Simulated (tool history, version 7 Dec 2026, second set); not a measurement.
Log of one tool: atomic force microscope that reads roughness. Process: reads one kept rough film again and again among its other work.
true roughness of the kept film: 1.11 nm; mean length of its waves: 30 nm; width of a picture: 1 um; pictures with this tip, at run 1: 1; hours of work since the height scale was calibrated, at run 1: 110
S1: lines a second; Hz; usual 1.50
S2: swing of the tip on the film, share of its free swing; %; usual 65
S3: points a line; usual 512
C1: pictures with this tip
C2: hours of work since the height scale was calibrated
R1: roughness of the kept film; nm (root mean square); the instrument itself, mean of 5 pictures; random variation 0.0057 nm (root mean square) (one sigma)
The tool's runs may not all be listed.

run   hour    S1  S2   S3  C1   C2     R1
  1    0.0  1.50  65  512   1  110  1.013
  2    7.9  1.50  65  512   8  114  1.007
  3   18.1  1.50  65  564  16  120  1.007
  4   26.8  1.50  65  564  23  124  1.015
  5   39.5  1.50  65  564  34  131  1.001
  6   47.6  1.50  65  512  40  136  1.009
  7   61.6  1.50  65  512  52  143  1.006
  8   76.2  1.50  65  512  64  151  1.007
      78.2  -- new tip fitted
  9   91.0  1.50  65  533  11  159  1.005
 10   99.0  1.50  65  512  17  163  1.006
 11  105.6  1.50  65  512  22  167  1.014
 12  117.3  1.50  65  512  32  173  1.005
 13  129.4  1.50  65  512  42  180  1.015
 14  139.0  1.50  65  512  50  185  1.003
 15  152.8  1.50  65  512  61  192  1.006
     157.4  -- new tip fitted
 16  165.7  3.53  65  512   6  199  0.949
 17  178.5  1.68  60  926  17  206  1.013
 18  191.2  0.80  65  512  27  213  1.029
 19  200.6  0.80  65  512  35  218  1.022
 20  207.5  1.65  65  281  41  222  0.996
 21  216.9  1.65  65  861  48  227  1.007
 22  229.0  1.65  65  861  58  233  1.006
     237.4  -- new tip fitted
 23  242.3  0.92  65  861   4  240  1.038
 24  251.3  2.16  69  370  11  245  0.967
 25  263.0  0.64  78  359  21  251  1.009
 26  269.7  0.64  78  359  26  255  1.003
 27  284.0  0.64  78  359  38  263  1.000
 28  294.0  1.50  65  592  46  268  1.006
 29  306.9  3.19  74  512  57  275  0.902
 30  313.1  3.19  74  512  62  279  0.896
     317.2  -- new tip fitted
 31  324.7  1.50  75  512   6  285  0.970
 32  338.7  2.99  63  483  18  292  0.975

4 ways to go on from here, each from the tool as it stands after run 32. What would each give?
  A  345.1  1.12  84  501  23  296   ?
  B  345.1  0.67  63  512  23  296   ?
  C  345.1  2.99  56  363  23  296   ?
  D  345.1  1.50  56  512  23  296   ?

run     R1
  A  0.960
  B  1.035
  C  1.001
  D  1.033
Without the tool's hidden state the same runs would have given:
run     R1
  A  0.961
  B  1.036
  C  1.002
  D  1.033
